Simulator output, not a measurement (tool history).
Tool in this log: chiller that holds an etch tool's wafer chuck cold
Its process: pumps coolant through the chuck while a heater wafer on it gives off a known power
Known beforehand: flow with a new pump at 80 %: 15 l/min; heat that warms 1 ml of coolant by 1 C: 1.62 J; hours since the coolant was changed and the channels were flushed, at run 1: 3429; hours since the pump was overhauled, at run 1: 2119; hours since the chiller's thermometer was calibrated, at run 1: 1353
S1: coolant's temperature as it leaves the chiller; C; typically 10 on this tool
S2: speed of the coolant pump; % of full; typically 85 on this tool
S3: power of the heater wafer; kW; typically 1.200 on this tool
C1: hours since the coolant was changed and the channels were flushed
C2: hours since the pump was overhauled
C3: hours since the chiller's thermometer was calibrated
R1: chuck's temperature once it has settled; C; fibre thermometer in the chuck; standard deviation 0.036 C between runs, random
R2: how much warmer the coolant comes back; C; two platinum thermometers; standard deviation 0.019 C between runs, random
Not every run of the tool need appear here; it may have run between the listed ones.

run 1 day=0.000 | S1=10 S2=85 S3=1.200 | C1=3429 C2=2119 C3=1353 | R1=17.87 R2=2.76
run 2 day=1.033 | S1=10 S2=85 S3=1.200 | C1=3454 C2=2144 C3=1378 | R1=17.84 R2=2.78
run 3 day=2.838 | S1=10 S2=85 S3=1.200 | C1=3497 C2=2187 C3=1421 | R1=17.85 R2=2.79
run 4 day=4.429 | S1=13 S2=85 S3=1.200 | C1=3536 C2=2226 C3=1459 | R1=20.93 R2=2.77
run 5 day=6.288 | S1=13 S2=85 S3=1.200 | C1=3580 C2=2270 C3=1504 | R1=20.88 R2=2.81
run 6 day=8.012 | S1=13 S2=85 S3=1.200 | C1=3622 C2=2312 C3=1545 | R1=20.89 R2=2.80
run 7 day=10.429 | S1=10 S2=85 S3=1.200 | C1=3680 C2=2370 C3=1603 | R1=17.92 R2=2.80
run 8 day=11.800 | S1=10 S2=87 S3=1.200 | C1=3713 C2=2402 C3=1636 | R1=17.70 R2=2.71
run 9 day=13.429 | S1=10 S2=87 S3=1.200 | C1=3752 C2=2442 C3=1675 | R1=17.66 R2=2.68
run 10 day=14.558 | S1=10 S2=87 S3=0.634 | C1=3779 C2=2469 C3=1702 | R1=14.01 R2=1.43
run 11 day=16.846 | S1=10 S2=87 S3=0.634 | C1=3834 C2=2524 C3=1757 | R1=13.96 R2=1.42
run 12 day=18.525 | S1=10 S2=62 S3=1.200 | C1=3874 C2=2564 C3=1797 | R1=19.90 R2=3.84
run 13 day=19.754 | S1=10 S2=62 S3=1.200 | C1=3903 C2=2593 C3=1827 | R1=19.90 R2=3.88
run 14 day=22.242 | S1=10 S2=62 S3=1.200 | C1=3963 C2=2653 C3=1887 | R1=19.90 R2=3.88
run 15 day=24.479 | S1=10 S2=62 S3=1.200 | C1=4017 C2=2707 C3=1940 | R1=19.87 R2=3.86
run 16 day=26.908 | S1=10 S2=62 S3=1.200 | C1=4075 C2=2765 C3=1999 | R1=19.88 R2=3.88
run 17 day=28.308 | S1=15 S2=72 S3=0.868 | C1=4109 C2=2799 C3=2032 | R1=21.43 R2=2.37
run 18 day=29.371 | S1=15 S2=83 S3=1.200 | C1=4134 C2=2824 C3=2058 | R1=23.08 R2=2.87
run 19 day=31.121 | S1=10 S2=86 S3=1.200 | C1=4176 C2=2866 C3=2100 | R1=17.86 R2=2.79
run 20 day=33.183 | S1=15 S2=68 S3=0.662 | C1=4226 C2=2916 C3=2149 | R1=20.10 R2=1.94
run 21 day=35.312 | S1=15 S2=68 S3=0.662 | C1=4277 C2=2967 C3=2200 | R1=20.05 R2=1.96
run 22 day=36.650 | S1=15 S2=68 S3=0.662 | C1=4309 C2=2999 C3=2232 | R1=20.10 R2=1.93
run 23 day=38.792 | S1=15 S2=68 S3=0.662 | C1=4360 C2=3050 C3=2284 | R1=20.04 R2=1.91
run 24 day=40.458 | S1=12 S2=78 S3=1.200 | C1=4400 C2=3090 C3=2324 | R1=20.41 R2=3.05
run 25 day=41.621 | S1=10 S2=96 S3=1.200 | C1=4428 C2=3118 C3=2352 | R1=17.20 R2=2.47
run 26 day=43.633 | S1=5 S2=71 S3=1.068 | C1=4477 C2=3166 C3=2400 | R1=12.97 R2=2.98

Expected results for the next run?
run 27 day=45.517 | S1=10 S2=66 S3=1.241 | C1=4522 C2=3212 C3=2445 | R1=? R2=?

R1: 19.77 C
R2: 3.78 C
Take away the tool's hidden state, keep the run-to-run variation as it was, and the same run would have given R1 19.76 C, R2 3.78 C.
